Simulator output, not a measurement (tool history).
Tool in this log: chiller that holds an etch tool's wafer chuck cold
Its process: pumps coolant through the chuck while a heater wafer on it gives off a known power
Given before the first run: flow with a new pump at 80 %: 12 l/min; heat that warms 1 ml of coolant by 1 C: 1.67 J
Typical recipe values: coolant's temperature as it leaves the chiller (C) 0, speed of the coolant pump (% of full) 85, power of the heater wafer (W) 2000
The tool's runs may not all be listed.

run	hour	coolant's temperature as it leaves the chiller (C)	speed of the coolant pump (% of full)	power of the heater wafer (W)	chuck's temperature once it has settled (K)	how much warmer the coolant comes back (C)
1	0	0	85	2000	295.05	5.62
2	43.1	0	85	2000	295.15	5.65
3	66.4	0	85	2000	295.05	5.62
4	109.3	0	85	2023	295.25	5.64
5	133.4	0	85	2000	295.05	5.69
6	175.8	0	85	2000	295.05	5.66
7	218.3	0	85	2000	295.05	5.66
8	264	0	85	2000	295.15	5.61
9	300	0	85	2000	295.15	5.63
10	324.7	5	85	2000	300.35	5.66
11	372	5	85	2000	300.15	5.7
12	399.3	5	85	2000	300.25	5.66
13	429.2	5	85	2000	300.25	5.67
14	453.3	5	85	2000	300.25	5.71
15	496.6	5	85	2000	300.45	5.64
16	532.7	5	85	2000	300.35	5.62
17	567.8	5	85	2000	300.35	5.69
18	594.9	5	95	2193	300.85	5.47

The next listed run, before its measurement:
19	617.8	-1	76	1600	?	?

Run 19 came out at chuck's temperature once it has settled (K) 291.25, how much warmer the coolant comes back (C) 5.19.
With no hidden state in the tool, this same run would have given chuck's temperature once it has settled (K) 290.85, how much warmer the coolant comes back (C) 5.11.
